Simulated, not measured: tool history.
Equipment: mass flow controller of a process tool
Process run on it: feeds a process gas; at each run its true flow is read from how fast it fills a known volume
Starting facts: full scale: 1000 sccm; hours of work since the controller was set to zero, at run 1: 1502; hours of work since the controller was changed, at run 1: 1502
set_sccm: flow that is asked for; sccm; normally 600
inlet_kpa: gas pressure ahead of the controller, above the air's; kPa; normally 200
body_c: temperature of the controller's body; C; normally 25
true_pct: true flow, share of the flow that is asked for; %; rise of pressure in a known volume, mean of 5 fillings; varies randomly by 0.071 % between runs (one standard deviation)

| run | day | set_sccm | inlet_kpa | body_c | hours of work since the controller was set to zero | hours of work since the controller was changed | true_pct |
|---|---|---|---|---|---|---|---|
| 1 | 0.000 | 600 | 200 | 25 | 1502 | 1502 | 98.77 |
| 2 | 4.446 | 600 | 200 | 25 | 1561 | 1561 | 98.66 |
| 3 | 6.662 | 600 | 200 | 25 | 1590 | 1590 | 98.72 |
| 4 | 9.904 | 600 | 200 | 25 | 1633 | 1633 | 98.76 |
| 5 | 13.046 | 600 | 200 | 25 | 1675 | 1675 | 98.65 |
| 6 | 15.112 | 600 | 200 | 25 | 1702 | 1702 | 98.73 |
| 7 | 17.904 | 186 | 200 | 25 | 1739 | 1739 | 97.42 |
| 8 | 21.779 | 186 | 200 | 25 | 1791 | 1791 | 97.56 |
| 9 | 26.096 | 600 | 200 | 25 | 1848 | 1848 | 98.65 |
| 10 | 28.817 | 600 | 200 | 25 | 1884 | 1884 | 98.69 |
| 11 | 31.400 | 600 | 200 | 25 | 1918 | 1918 | 98.73 |
| 12 | 36.471 | 600 | 200 | 25 | 1986 | 1986 | 98.55 |
| 13 | 40.775 | 600 | 200 | 25 | 2043 | 2043 | 98.60 |
| 14 | 45.729 | 600 | 200 | 25 | 2108 | 2108 | 98.45 |
| 15 | 48.200 | 600 | 200 | 25 | 2141 | 2141 | 98.51 |
| 16 | 51.046 | 600 | 200 | 25 | 2179 | 2179 | 98.48 |
| 17 | 56.012 | 366 | 200 | 25 | 2245 | 2245 | 98.02 |
| 18 | 60.654 | 217 | 272 | 35 | 2306 | 2306 | 96.78 |
| 19 | 63.312 | 217 | 272 | 35 | 2341 | 2341 | 96.84 |
|  | 63.675 | controller's zero set anew |
| 20 | 65.942 | 217 | 272 | 35 | 30 | 2376 | 96.26 |
| 21 | 70.858 | 348 | 252 | 25 | 95 | 2441 | 97.99 |
| 22 | 74.288 | 163 | 151 | 25 | 141 | 2487 | 96.08 |
|  | 74.554 | controller's zero set anew, once more |
| 23 | 78.546 | 608 | 200 | 28 | 53 | 2543 | 98.35 |
| 24 | 81.550 | 153 | 193 | 20 | 93 | 2583 | 98.47 |
| 25 | 86.571 | 153 | 193 | 20 | 159 | 2649 | 98.38 |
| 26 | 88.942 | 710 | 154 | 34 | 191 | 2681 | 97.47 |
| 27 | 91.379 | 710 | 154 | 34 | 223 | 2713 | 97.52 |
| 28 | 94.125 | 312 | 150 | 22 | 259 | 2749 | 98.14 |
| 29 | 96.200 | 312 | 150 | 22 | 287 | 2777 | 98.15 |
| 30 | 98.783 | 312 | 150 | 22 | 321 | 2811 | 98.23 |
| 31 | 103.275 | 312 | 150 | 22 | 381 | 2871 | 98.13 |

Consider 5 possible next runs. They are alternatives, not a sequence: every one starts from the tool as it was left by run 31. What does each give?
| A | 107.692 | 312 | 247 | 37 | 439 | 2929 | ? |
| B | 107.692 | 292 | 268 | 34 | 439 | 2929 | ? |
| C | 107.692 | 121 | 150 | 22 | 439 | 2929 | ? |
| D | 107.692 | 312 | 173 | 22 | 439 | 2929 | ? |
| E | 107.692 | 870 | 277 | 25 | 439 | 2929 | ? |

| run | true_pct |
|---|---|
| A | 97.34 |
| B | 97.63 |
| C | 97.46 |
| D | 98.29 |
| E | 99.60 |
With no hidden state in the tool, these same runs would have given:
| run | true_pct |
|---|---|
| A | 98.45 |
| B | 98.76 |
| C | 98.94 |
| D | 99.40 |
| E | 100.56 |
